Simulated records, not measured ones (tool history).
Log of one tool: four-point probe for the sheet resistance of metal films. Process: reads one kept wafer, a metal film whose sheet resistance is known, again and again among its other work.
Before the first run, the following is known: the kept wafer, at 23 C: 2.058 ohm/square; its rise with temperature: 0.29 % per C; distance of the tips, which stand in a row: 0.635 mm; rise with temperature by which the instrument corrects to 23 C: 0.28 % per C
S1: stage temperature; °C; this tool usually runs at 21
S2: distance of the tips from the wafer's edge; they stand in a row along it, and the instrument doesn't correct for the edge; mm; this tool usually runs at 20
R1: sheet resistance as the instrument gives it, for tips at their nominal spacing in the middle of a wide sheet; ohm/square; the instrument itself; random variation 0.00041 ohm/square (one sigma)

{"run": 1, "day": 0.0, "S1": 21, "S2": 20, "R1": 2.057725}
{"run": 2, "day": 3.062, "S1": 21, "S2": 20, "R1": 2.058766}
{"run": 3, "day": 6.983, "S1": 21, "S2": 20, "R1": 2.058276}
{"run": 4, "day": 9.217, "S1": 21, "S2": 20, "R1": 2.057832}
{"run": 5, "day": 11.679, "S1": 21, "S2": 20, "R1": 2.057672}
{"run": 6, "day": 16.346, "S1": 21, "S2": 20, "R1": 2.058017}
{"run": 7, "day": 20.042, "S1": 21, "S2": 20, "R1": 2.058195}
{"run": 8, "day": 22.492, "S1": 21, "S2": 64, "R1": 2.057104}
{"run": 9, "day": 25.633, "S1": 21, "S2": 64, "R1": 2.056271}
{"run": 10, "day": 28.012, "S1": 21, "S2": 64, "R1": 2.057992}
{"run": 11, "day": 31.258, "S1": 21, "S2": 64, "R1": 2.056466}
{"run": 12, "day": 33.929, "S1": 35, "S2": 20, "R1": 2.062139}
{"run": 13, "day": 38.35, "S1": 35, "S2": 20, "R1": 2.062339}
{"run": 14, "day": 40.608, "S1": 35, "S2": 20, "R1": 2.062488}
{"run": 15, "day": 43.875, "S1": 23, "S2": 20, "R1": 2.059161}
{"run": 16, "day": 47.179, "S1": 23, "S2": 20, "R1": 2.05796}
{"run": 17, "day": 51.067, "S1": 21, "S2": 6, "R1": 2.068744}
{"run": 18, "day": 53.917, "S1": 21, "S2": 6, "R1": 2.0693}
{"run": 19, "day": 58.317, "S1": 21, "S2": 6, "R1": 2.069707}
{"day": 62.104, "done": "new probe head fitted"}
{"run": 20, "day": 62.921, "S1": 33, "S2": 20, "R1": 2.06237}
{"run": 21, "day": 66.9, "S1": 33, "S2": 20, "R1": 2.061792}
{"run": 22, "day": 68.883, "S1": 21, "S2": 8, "R1": 2.064191}
{"run": 23, "day": 73.438, "S1": 21, "S2": 8, "R1": 2.064637}
{"run": 24, "day": 77.404, "S1": 24, "S2": 8, "R1": 2.066066}
{"run": 25, "day": 79.675, "S1": 24, "S2": 8, "R1": 2.065425}
{"run": 26, "day": 81.704, "S1": 24, "S2": 48, "R1": 2.058901}
{"run": 27, "day": 85.742, "S1": 24, "S2": 48, "R1": 2.058738}
{"run": 28, "day": 89.712, "S1": 31, "S2": 10, "R1": 2.065168}
{"run": 29, "day": 93.696, "S1": 31, "S2": 10, "R1": 2.065122}
{"day": 94.762, "done": "stage's thermometer calibrated"}
{"run": 30, "day": 98.208, "S1": 19, "S2": 4, "R1": 2.084713}
{"run": 31, "day": 102.833, "S1": 34, "S2": 20, "R1": 2.062589}
{"run": 32, "day": 105.1, "S1": 34, "S2": 20, "R1": 2.061761}
{"run": 33, "day": 107.512, "S1": 29, "S2": 14, "R1": 2.061857}
{"run": 34, "day": 111.054, "S1": 29, "S2": 14, "R1": 2.061991}
{"run": 35, "day": 114.088, "S1": 27, "S2": 21, "R1": 2.060259}
{"run": 36, "day": 118.029, "S1": 19, "S2": 34, "R1": 2.057186}
{"run": 37, "day": 122.504, "S1": 19, "S2": 34, "R1": 2.056951}
{"run": 38, "day": 125.725, "S1": 19, "S2": 34, "R1": 2.057749}
{"run": 39, "day": 129.792, "S1": 22, "S2": 7, "R1": 2.066855}
{"run": 40, "day": 133.183, "S1": 20, "S2": 8, "R1": 2.064094}
{"run": 41, "day": 135.592, "S1": 23, "S2": 48, "R1": 2.058289}
{"run": 42, "day": 137.621, "S1": 27, "S2": 4, "R1": 2.086912}
{"run": 43, "day": 141.462, "S1": 19, "S2": 6, "R1": 2.069449}
{"run": 44, "day": 143.783, "S1": 26, "S2": 4, "R1": 2.086704}
{"run": 45, "day": 145.708, "S1": 30, "S2": 17, "R1": 2.061463}
{"run": 46, "day": 150.179, "S1": 29, "S2": 26, "R1": 2.059463}

Per-run results on a tool with no hidden state, each run keeping its own random variation:
Hidden state at play: inner tips' distance over the nominal, %; tips' flats over new ones', %; wafer's true temperature over the reading, C; drift of the gauge itself on sheet_ohm, %.
run=1 R1=2.058130
run=2 R1=2.059176
run=3 R1=2.058692
run=4 R1=2.058252
run=5 R1=2.058095
run=6 R1=2.058447
run=7 R1=2.058631
run=8 R1=2.057543
run=9 R1=2.056714
run=10 R1=2.058439
run=11 R1=2.056919
run=12 R1=2.062599
run=13 R1=2.062806
run=14 R1=2.062959
run=15 R1=2.059633
run=16 R1=2.058436
run=17 R1=2.069229
run=18 R1=2.069789
run=19 R1=2.070203
run=20 R1=2.062301
run=21 R1=2.061729
run=22 R1=2.064128
run=23 R1=2.064582
run=24 R1=2.066018
run=25 R1=2.065380
run=26 R1=2.058859
run=27 R1=2.058703
run=28 R1=2.065140
run=29 R1=2.065101
run=30 R1=2.084808
run=31 R1=2.062690
run=32 R1=2.061864
run=33 R1=2.061965
run=34 R1=2.062104
run=35 R1=2.060377
run=36 R1=2.057309
run=37 R1=2.057080
run=38 R1=2.057882
run=39 R1=2.066995
run=40 R1=2.064239
run=41 R1=2.058438
run=42 R1=2.087067
run=43 R1=2.069608
run=44 R1=2.086869
run=45 R1=2.061628
run=46 R1=2.059636
